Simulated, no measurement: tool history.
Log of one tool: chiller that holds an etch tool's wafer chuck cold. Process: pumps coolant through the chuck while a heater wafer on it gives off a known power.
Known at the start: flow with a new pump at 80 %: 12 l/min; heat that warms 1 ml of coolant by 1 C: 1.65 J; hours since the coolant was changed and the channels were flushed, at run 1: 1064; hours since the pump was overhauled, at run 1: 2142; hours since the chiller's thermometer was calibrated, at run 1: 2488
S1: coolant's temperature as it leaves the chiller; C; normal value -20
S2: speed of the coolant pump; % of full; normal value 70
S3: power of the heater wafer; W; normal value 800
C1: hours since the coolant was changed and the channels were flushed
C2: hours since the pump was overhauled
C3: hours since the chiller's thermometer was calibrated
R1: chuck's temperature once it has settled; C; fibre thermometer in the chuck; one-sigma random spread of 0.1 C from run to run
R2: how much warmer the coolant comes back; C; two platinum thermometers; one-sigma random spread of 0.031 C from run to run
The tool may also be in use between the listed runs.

{"run": 1, "hour": 0.0, "S1": -20, "S2": 70, "S3": 800, "C1": 1064, "C2": 2142, "C3": 2488, "R1": -12.5, "R2": 3.13}
{"run": 2, "hour": 34.5, "S1": -20, "S2": 78, "S3": 800, "C1": 1099, "C2": 2177, "C3": 2523, "R1": -13.2, "R2": 2.72}
{"run": 3, "hour": 107.2, "S1": -20, "S2": 78, "S3": 800, "C1": 1172, "C2": 2250, "C3": 2595, "R1": -12.8, "R2": 2.79}
{"run": 4, "hour": 155.2, "S1": -20, "S2": 78, "S3": 800, "C1": 1220, "C2": 2298, "C3": 2643, "R1": -13.1, "R2": 2.81}
{"run": 5, "hour": 218.9, "S1": -20, "S2": 70, "S3": 800, "C1": 1283, "C2": 2361, "C3": 2707, "R1": -12.4, "R2": 3.15}
{"run": 6, "hour": 253.0, "S1": -20, "S2": 70, "S3": 800, "C1": 1317, "C2": 2395, "C3": 2741, "R1": -12.5, "R2": 3.21}
{"run": 7, "hour": 297.5, "S1": -20, "S2": 66, "S3": 800, "C1": 1362, "C2": 2440, "C3": 2786, "R1": -12.1, "R2": 3.44}
{"run": 8, "hour": 352.7, "S1": -20, "S2": 66, "S3": 800, "C1": 1417, "C2": 2495, "C3": 2841, "R1": -12.0, "R2": 3.45}
{"run": 9, "hour": 414.3, "S1": -20, "S2": 66, "S3": 800, "C1": 1479, "C2": 2557, "C3": 2902, "R1": -11.9, "R2": 3.35}
{"run": 10, "hour": 482.8, "S1": -20, "S2": 66, "S3": 800, "C1": 1547, "C2": 2625, "C3": 2971, "R1": -11.9, "R2": 3.43}
{"run": 11, "hour": 519.3, "S1": -20, "S2": 66, "S3": 800, "C1": 1584, "C2": 2662, "C3": 3007, "R1": -11.9, "R2": 3.43}
{"run": 12, "hour": 583.3, "S1": -20, "S2": 66, "S3": 800, "C1": 1648, "C2": 2726, "C3": 3071, "R1": -11.7, "R2": 3.42}
{"run": 13, "hour": 658.7, "S1": -20, "S2": 66, "S3": 800, "C1": 1723, "C2": 2801, "C3": 3147, "R1": -11.6, "R2": 3.47}
{"run": 14, "hour": 730.5, "S1": -20, "S2": 70, "S3": 800, "C1": 1795, "C2": 2873, "C3": 3219, "R1": -12.2, "R2": 3.23}
{"run": 15, "hour": 767.2, "S1": -20, "S2": 70, "S3": 800, "C1": 1832, "C2": 2910, "C3": 3255, "R1": -11.9, "R2": 3.28}
{"run": 16, "hour": 821.2, "S1": -20, "S2": 70, "S3": 486, "C1": 1886, "C2": 2964, "C3": 3309, "R1": -15.5, "R2": 1.91}
{"run": 17, "hour": 858.4, "S1": -20, "S2": 70, "S3": 486, "C1": 1923, "C2": 3001, "C3": 3347, "R1": -15.4, "R2": 1.98}
{"run": 18, "hour": 917.6, "S1": -20, "S2": 70, "S3": 486, "C1": 1982, "C2": 3060, "C3": 3406, "R1": -15.2, "R2": 1.95}
{"run": 19, "hour": 987.0, "S1": -12, "S2": 91, "S3": 640, "C1": 2051, "C2": 3129, "C3": 3475, "R1": -7.0, "R2": 1.96}
{"run": 20, "hour": 1049.1, "S1": -12, "S2": 91, "S3": 640, "C1": 2114, "C2": 3191, "C3": 3537, "R1": -7.0, "R2": 2.02}
{"run": 21, "hour": 1081.2, "S1": -27, "S2": 93, "S3": 640, "C1": 2146, "C2": 3224, "C3": 3569, "R1": -22.0, "R2": 1.96}
{"run": 22, "hour": 1136.3, "S1": -12, "S2": 75, "S3": 780, "C1": 2201, "C2": 3279, "C3": 3624, "R1": -4.6, "R2": 2.98}
{"run": 23, "hour": 1210.5, "S1": -25, "S2": 87, "S3": 474, "C1": 2275, "C2": 3353, "C3": 3699, "R1": -21.1, "R2": 1.55}
{"run": 24, "hour": 1279.6, "S1": -26, "S2": 74, "S3": 1194, "C1": 2344, "C2": 3422, "C3": 3768, "R1": -14.0, "R2": 4.61}
{"run": 25, "hour": 1332.2, "S1": -26, "S2": 68, "S3": 522, "C1": 2397, "C2": 3475, "C3": 3820, "R1": -20.9, "R2": 2.26}
{"hour": 1362.2, "done": "chiller's thermometer calibrated"}
{"run": 26, "hour": 1378.3, "S1": -12, "S2": 68, "S3": 1154, "C1": 2442, "C2": 3520, "C3": 16, "R1": 0.9, "R2": 4.98}
{"run": 27, "hour": 1446.2, "S1": -12, "S2": 68, "S3": 1154, "C1": 2510, "C2": 3588, "C3": 84, "R1": 1.1, "R2": 4.97}
{"run": 28, "hour": 1506.7, "S1": -28, "S2": 60, "S3": 1154, "C1": 2570, "C2": 3648, "C3": 145, "R1": -13.7, "R2": 5.67}
{"run": 29, "hour": 1554.4, "S1": -20, "S2": 70, "S3": 1073, "C1": 2618, "C2": 3696, "C3": 192, "R1": -7.9, "R2": 4.53}
{"hour": 1569.8, "done": "coolant changed, channels flushed"}
{"run": 30, "hour": 1611.4, "S1": -24, "S2": 91, "S3": 1073, "C1": 42, "C2": 3747, "C3": 243, "R1": -14.9, "R2": 3.4}
{"run": 31, "hour": 1660.5, "S1": -24, "S2": 78, "S3": 1073, "C1": 91, "C2": 3796, "C3": 292, "R1": -13.8, "R2": 4.12}

Each row is a separate what-if for the run after 31, all from the same tool condition, not one after another. Results?
{"run": "A", "hour": 1731.6, "S1": -20, "S2": 83, "S3": 1023, "C1": 162, "C2": 3867, "C3": 363, "R1": "?", "R2": "?"}
{"run": "B", "hour": 1731.6, "S1": -21, "S2": 78, "S3": 518, "C1": 162, "C2": 3867, "C3": 363, "R1": "?", "R2": "?"}
{"run": "C", "hour": 1731.6, "S1": -20, "S2": 64, "S3": 1073, "C1": 162, "C2": 3867, "C3": 363, "R1": "?", "R2": "?"}
{"run": "D", "hour": 1731.6, "S1": -27, "S2": 70, "S3": 1025, "C1": 162, "C2": 3867, "C3": 363, "R1": "?", "R2": "?"}
{"run": "E", "hour": 1731.6, "S1": -24, "S2": 68, "S3": 507, "C1": 162, "C2": 3867, "C3": 363, "R1": "?", "R2": "?"}

run=A R1=-10.7 R2=3.65
run=B R1=-16.1 R2=1.93
run=C R1=-8.5 R2=5.06
run=D R1=-16.4 R2=4.37
run=E R1=-18.7 R2=2.25
Had the tool no hidden state, the same runs would have come out as:
run=A R1=-11.8 R2=3.04
run=B R1=-16.7 R2=1.60
run=C R1=-10.0 R2=4.21
run=D R1=-17.7 R2=3.64
run=E R1=-19.4 R2=1.88
